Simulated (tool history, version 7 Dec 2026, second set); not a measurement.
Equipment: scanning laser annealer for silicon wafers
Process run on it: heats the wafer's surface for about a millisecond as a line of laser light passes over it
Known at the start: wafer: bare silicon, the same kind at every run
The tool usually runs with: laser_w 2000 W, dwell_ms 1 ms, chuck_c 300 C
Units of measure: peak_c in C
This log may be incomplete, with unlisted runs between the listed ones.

Run 1, hour 0: usual settings. Result: peak_c 1070 C.
Run 2, hour 8.3: usual settings but laser_w 1926 W. Result: peak_c 1040 C.
Run 3, hour 18.9: usual settings but laser_w 1926 W. Result: peak_c 1038 C.
Run 4, hour 24.5: usual settings but laser_w 1926 W. Result: peak_c 1037 C.
Run 5, hour 35.9: usual settings but laser_w 1926 W. Result: peak_c 1037 C.
Run 6, hour 43.4: usual settings but laser_w 1926 W. Result: peak_c 1037 C.
Run 7, hour 50.7: usual settings but laser_w 1926 W, chuck_c 291 C. Result: peak_c 1029 C.
Run 8, hour 56.9: usual settings but laser_w 1926 W, chuck_c 291 C. Result: peak_c 1030 C.
Run 9, hour 68.2: usual settings but laser_w 1926 W, dwell_ms 0.99 ms, chuck_c 291 C. Result: peak_c 1028 C.
Run 10, hour 74.8: usual settings but dwell_ms 1.09 ms. Result: peak_c 1092 C.
Run 11, hour 80.2: usual settings but laser_w 1988 W, dwell_ms 1.09 ms, chuck_c 313 C. Result: peak_c 1100 C.
Run 12, hour 88.2: usual settings but laser_w 1988 W, dwell_ms 1.09 ms, chuck_c 313 C. Result: peak_c 1105 C.
Run 13, hour 96.4: usual settings but laser_w 1754 W. Result: peak_c 974 C.
Run 14, hour 106.8: usual settings but laser_w 1754 W. Result: peak_c 972 C.
At hour 110.5: laser's power meter calibrated.
Run 15, hour 118.3: usual settings but dwell_ms 0.95 ms, chuck_c 328 C. Result: peak_c 1075 C.
Run 16, hour 129.2: usual settings but chuck_c 292 C. Result: peak_c 1055 C.
Run 17, hour 135.9: usual settings but laser_w 1901 W, dwell_ms 0.86 ms. Result: peak_c 978 C.
Run 18, hour 140.6: usual settings but laser_w 1982 W, dwell_ms 1.02 ms. Result: peak_c 1065 C.
Run 19, hour 146: usual settings but laser_w 1982 W, dwell_ms 1.02 ms. Result: peak_c 1062 C.
At hour 157.8: laser's power meter calibrated, once more.
Run 20, hour 158.6: usual settings but laser_w 1982 W, dwell_ms 0.9 ms. Result: peak_c 1026 C.

Branching from run 20: 5 alternative next runs. What would each branch give?
Run A, hour 170: usual settings but laser_w 2043 W. Result: peak_c ?.
Run B, hour 170: usual settings but laser_w 1957 W, dwell_ms 0.9 ms, chuck_c 274 C. Result: peak_c ?.
Run C, hour 170: usual settings but laser_w 1823 W, dwell_ms 1.1 ms, chuck_c 276 C. Result: peak_c ?.
Run D, hour 170: usual settings but dwell_ms 0.84 ms. Result: peak_c ?.
Run E, hour 170: usual settings but laser_w 2109 W, dwell_ms 1.17 ms, chuck_c 333 C. Result: peak_c ?.

run  peak_c
  A    1082
  B     994
  C    1009
  D    1011
  E    1199
With the hidden condition removed and each run's random variation left untouched, the same runs would have given:
run  peak_c
  A    1106
  B    1017
  C    1031
  D    1033
  E    1226

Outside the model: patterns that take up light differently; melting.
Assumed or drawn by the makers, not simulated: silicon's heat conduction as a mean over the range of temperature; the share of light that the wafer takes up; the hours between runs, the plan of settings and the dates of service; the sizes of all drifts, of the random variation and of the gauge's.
